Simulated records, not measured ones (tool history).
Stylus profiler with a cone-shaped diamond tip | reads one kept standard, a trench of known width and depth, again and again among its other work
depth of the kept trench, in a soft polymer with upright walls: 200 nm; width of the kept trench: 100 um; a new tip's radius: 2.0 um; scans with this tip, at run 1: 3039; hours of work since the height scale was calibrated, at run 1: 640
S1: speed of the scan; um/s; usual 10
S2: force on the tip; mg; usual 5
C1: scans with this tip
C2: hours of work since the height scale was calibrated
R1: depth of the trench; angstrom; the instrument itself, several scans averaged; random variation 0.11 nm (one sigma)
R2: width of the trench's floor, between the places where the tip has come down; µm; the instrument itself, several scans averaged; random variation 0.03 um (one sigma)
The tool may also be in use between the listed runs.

run,day,S1,S2,C1,C2,R1,R2
1,0,10,5,3039,640,2041.4,98.24
2,2.208,10,5,3180,670,2044.3,98.24
3,3.742,10,4.68,3279,690,2042.9,98.26
4,6.304,10,5,3444,725,2042.5,98.17
5,8.121,10,5,3561,750,2042.6,98.22
6,9.742,10,5,3665,772,2043.3,98.18
7,12.475,14,5,3841,809,2041.6,98.21
8,13.862,14,5,3930,827,2042.7,98.21
9,15.825,14,5,4056,854,2040.9,98.24
10,17.158,10,5,4142,872,2043.8,98.23
11,19.017,10,5,4261,897,2042.7,98.16
12,21.508,4,5.9,4421,931,2048.4,98.24
13,24.254,3,10.3,4598,968,2069,98.21
14,27.188,40,4.92,4786,1008,2041.8,98.1
15,30.083,40,4.92,4972,1047,2043.2,98.09
16,31.617,8,2.38,5071,1068,2028.3,98.23
17,34.433,8,3.47,5252,1106,2033.3,98.22
18,36.792,8,3.47,5404,1138,2033.7,98.22
19,39.154,9,3.03,5556,1170,2030.2,98.26
20,41.35,10,2.53,5697,1199,2030.7,98.23

Forecast each of these 3 alternatives for the next run:
A,42.571,12,13.67,5775,1216,?,?
B,42.571,21,3.37,5775,1216,?,?
C,42.571,14,2.53,5775,1216,?,?

run,R1,R2
A,2083.4,98.19
B,2034,98.15
C,2028.8,98.19
Without the tool's hidden state the same runs would have given:
run,R1,R2
A,2083.1,98.2
B,2033.8,98.15
C,2028.6,98.19
